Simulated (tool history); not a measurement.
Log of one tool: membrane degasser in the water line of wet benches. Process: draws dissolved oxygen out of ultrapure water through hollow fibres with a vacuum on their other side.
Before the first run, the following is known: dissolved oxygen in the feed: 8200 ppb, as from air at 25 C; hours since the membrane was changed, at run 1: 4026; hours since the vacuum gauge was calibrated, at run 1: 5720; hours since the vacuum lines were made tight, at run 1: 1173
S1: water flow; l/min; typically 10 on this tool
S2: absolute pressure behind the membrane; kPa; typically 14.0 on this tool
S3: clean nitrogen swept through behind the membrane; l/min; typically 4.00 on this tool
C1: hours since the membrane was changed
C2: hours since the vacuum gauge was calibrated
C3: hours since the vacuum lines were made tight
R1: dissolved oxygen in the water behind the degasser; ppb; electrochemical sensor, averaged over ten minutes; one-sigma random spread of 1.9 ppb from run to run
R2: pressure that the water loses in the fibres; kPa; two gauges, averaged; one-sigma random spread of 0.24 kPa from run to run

Run 1, hour 0.0: usual settings; C1 4026; C2 5720; C3 1173. Result: R1 217.8 ppb, R2 63.70 kPa.
Run 2, hour 87.1: usual settings; C1 4113; C2 5807; C3 1260. Result: R1 218.7 ppb, R2 63.37 kPa.
Run 3, hour 189.0: usual settings but S1 15 l/min; C1 4215; C2 5909; C3 1362. Result: R1 527.9 ppb, R2 95.25 kPa.
Run 4, hour 272.9: usual settings but S1 15 l/min; C1 4299; C2 5993; C3 1446. Result: R1 520.1 ppb, R2 95.66 kPa.
Run 5, hour 388.3: usual settings but S1 15 l/min; C1 4414; C2 6108; C3 1561. Result: R1 523.2 ppb, R2 95.80 kPa.
Run 6, hour 442.5: usual settings but S2 25.5 kPa; C1 4468; C2 6162; C3 1615. Result: R1 293.9 ppb, R2 63.82 kPa.
Run 7, hour 528.4: usual settings but S1 7 l/min; C1 4554; C2 6248; C3 1701. Result: R1 96.0 ppb, R2 44.95 kPa.
Run 8, hour 602.6: usual settings but S1 7 l/min; C1 4628; C2 6322; C3 1775. Result: R1 96.1 ppb, R2 45.02 kPa.
Run 9, hour 651.5: usual settings but S3 5.77 l/min; C1 4677; C2 6371; C3 1824. Result: R1 208.8 ppb, R2 64.04 kPa.
At hour 747.0: vacuum gauge calibrated.
Run 10, hour 747.0: usual settings; C1 4772; C2 0; C3 1919. Result: R1 222.5 ppb, R2 63.57 kPa.
Run 11, hour 828.1: usual settings; C1 4853; C2 81; C3 2000. Result: R1 225.8 ppb, R2 64.23 kPa.
Run 12, hour 938.4: usual settings but S1 9 l/min, S2 23.4 kPa, S3 4.60 l/min; C1 4964; C2 191; C3 2111. Result: R1 216.3 ppb, R2 58.14 kPa.
Run 13, hour 1026.9: usual settings but S1 9 l/min, S2 23.4 kPa, S3 9.09 l/min; C1 5052; C2 280; C3 2199. Result: R1 168.4 ppb, R2 58.08 kPa.
Run 14, hour 1083.1: usual settings but S1 9 l/min, S2 23.4 kPa, S3 9.09 l/min; C1 5108; C2 336; C3 2255. Result: R1 167.0 ppb, R2 57.87 kPa.
Run 15, hour 1187.8: usual settings but S1 7 l/min, S2 8.5 kPa, S3 6.41 l/min; C1 5213; C2 441; C3 2360. Result: R1 64.0 ppb, R2 45.40 kPa.
Run 16, hour 1291.7: usual settings but S1 9 l/min, S2 12.8 kPa, S3 6.41 l/min; C1 5317; C2 545; C3 2464. Result: R1 152.3 ppb, R2 58.25 kPa.
Run 17, hour 1356.3: usual settings but S1 9 l/min, S2 12.8 kPa, S3 6.41 l/min; C1 5381; C2 609; C3 2528. Result: R1 153.8 ppb, R2 58.22 kPa.
Run 18, hour 1428.1: usual settings but S1 9 l/min, S2 12.8 kPa, S3 6.41 l/min; C1 5453; C2 681; C3 2600. Result: R1 153.9 ppb, R2 57.97 kPa.
Run 19, hour 1474.4: usual settings but S2 20.4 kPa, S3 8.64 l/min; C1 5500; C2 727; C3 2647. Result: R1 217.1 ppb, R2 64.53 kPa.
Run 20, hour 1557.0: usual settings but S1 6 l/min, S2 19.2 kPa, S3 9.87 l/min; C1 5582; C2 810; C3 2729. Result: R1 53.6 ppb, R2 39.15 kPa.
Run 21, hour 1637.1: usual settings but S2 24.7 kPa, S3 2.53 l/min; C1 5662; C2 890; C3 2809. Result: R1 367.7 ppb, R2 64.92 kPa.

Branching from run 21: 4 alternative next runs. What would each branch give?
Run A, hour 1744.8: usual settings but S2 9.3 kPa, S3 2.53 l/min; C1 5770; C2 998; C3 2917. Result: R1 ?, R2 ?.
Run B, hour 1744.8: usual settings but S2 28.2 kPa, S3 5.24 l/min; C1 5770; C2 998; C3 2917. Result: R1 ?, R2 ?.
Run C, hour 1744.8: usual settings but S1 8 l/min, S2 33.0 kPa, S3 2.11 l/min; C1 5770; C2 998; C3 2917. Result: R1 ?, R2 ?.
Run D, hour 1744.8: usual settings but S3 6.56 l/min; C1 5770; C2 998; C3 2917. Result: R1 ?, R2 ?.

run     R1     R2
  A  225.8  65.05
  B  281.9  64.94
  C  365.3  52.24
  D  209.7  65.07
The same runs, with their run-to-run variation unchanged, on a tool lacking any hidden condition would have given:
run     R1     R2
  A  179.0  60.26
  B  233.8  60.15
  C  326.7  48.39
  D  163.3  60.27
